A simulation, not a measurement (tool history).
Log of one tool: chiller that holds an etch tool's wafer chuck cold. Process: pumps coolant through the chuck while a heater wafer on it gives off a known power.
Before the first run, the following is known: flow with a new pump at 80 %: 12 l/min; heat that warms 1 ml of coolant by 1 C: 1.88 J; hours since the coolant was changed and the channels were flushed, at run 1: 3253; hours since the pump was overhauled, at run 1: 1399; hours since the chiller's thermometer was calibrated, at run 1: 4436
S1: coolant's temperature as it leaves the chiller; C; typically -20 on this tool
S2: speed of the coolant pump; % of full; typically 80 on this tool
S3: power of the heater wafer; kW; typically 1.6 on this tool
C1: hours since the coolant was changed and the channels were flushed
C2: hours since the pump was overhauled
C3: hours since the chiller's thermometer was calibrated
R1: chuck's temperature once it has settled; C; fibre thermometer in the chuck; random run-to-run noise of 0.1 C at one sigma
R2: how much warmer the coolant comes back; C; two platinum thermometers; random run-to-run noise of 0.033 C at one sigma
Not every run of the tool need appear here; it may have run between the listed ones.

run 1 hour=0 | S1=-20 S2=80 S3=1.6 | C1=3253 C2=1399 C3=4436 | R1=-7 R2=4.23
run 2 hour=169.6 | S1=-20 S2=80 S3=1.821 | C1=3423 C2=1568 C3=4605 | R1=-5.4 R2=4.82
run 3 hour=294.5 | S1=-18 S2=80 S3=1.6 | C1=3548 C2=1693 C3=4730 | R1=-5.2 R2=4.23
run 4 hour=487.5 | S1=-20 S2=94 S3=1.6 | C1=3741 C2=1886 C3=4923 | R1=-8.9 R2=3.54
run 5 hour=586.3 | S1=-20 S2=94 S3=1.6 | C1=3839 C2=1985 C3=5022 | R1=-9 R2=3.51
run 6 hour=693.2 | S1=-20 S2=80 S3=1.6 | C1=3946 C2=2092 C3=5129 | R1=-7.2 R2=4.18
run 7 hour=806.8 | S1=-20 S2=80 S3=1.6 | C1=4060 C2=2205 C3=5243 | R1=-7.3 R2=4.16
run 8 hour=914.1 | S1=-20 S2=80 S3=1.6 | C1=4167 C2=2313 C3=5350 | R1=-7.1 R2=4.2
run 9 hour=1099.6 | S1=-20 S2=80 S3=1.6 | C1=4353 C2=2498 C3=5535 | R1=-7 R2=4.19
run 10 hour=1207.6 | S1=-20 S2=80 S3=1.6 | C1=4461 C2=2606 C3=5643 | R1=-7.1 R2=4.1
run 11 hour=1341.8 | S1=-20 S2=80 S3=1.6 | C1=4595 C2=2741 C3=5778 | R1=-7.1 R2=4.15
run 12 hour=1507 | S1=-15 S2=73 S3=1.41 | C1=4760 C2=2906 C3=5943 | R1=-2.6 R2=4.02
-- hour=1527 chiller's thermometer calibrated
run 13 hour=1611 | S1=-15 S2=84 S3=1.6 | C1=4863 C2=3009 C3=84 | R1=-2.6 R2=3.84
run 14 hour=1708 | S1=-13 S2=84 S3=1.6 | C1=4960 C2=3106 C3=181 | R1=-0.5 R2=3.88

Run 15 is up next; what results do you expect?
run 15 hour=1866.1 | S1=-13 S2=84 S3=1.6 | C1=5118 C2=3264 C3=339 | R1=? R2=?

{"run 15": {"R1": -0.5, "R2": 3.85}}
Take away the tool's hidden state, keep the run-to-run variation as it was, and the same run would have given R1 -0.5 C, R2 4 C.

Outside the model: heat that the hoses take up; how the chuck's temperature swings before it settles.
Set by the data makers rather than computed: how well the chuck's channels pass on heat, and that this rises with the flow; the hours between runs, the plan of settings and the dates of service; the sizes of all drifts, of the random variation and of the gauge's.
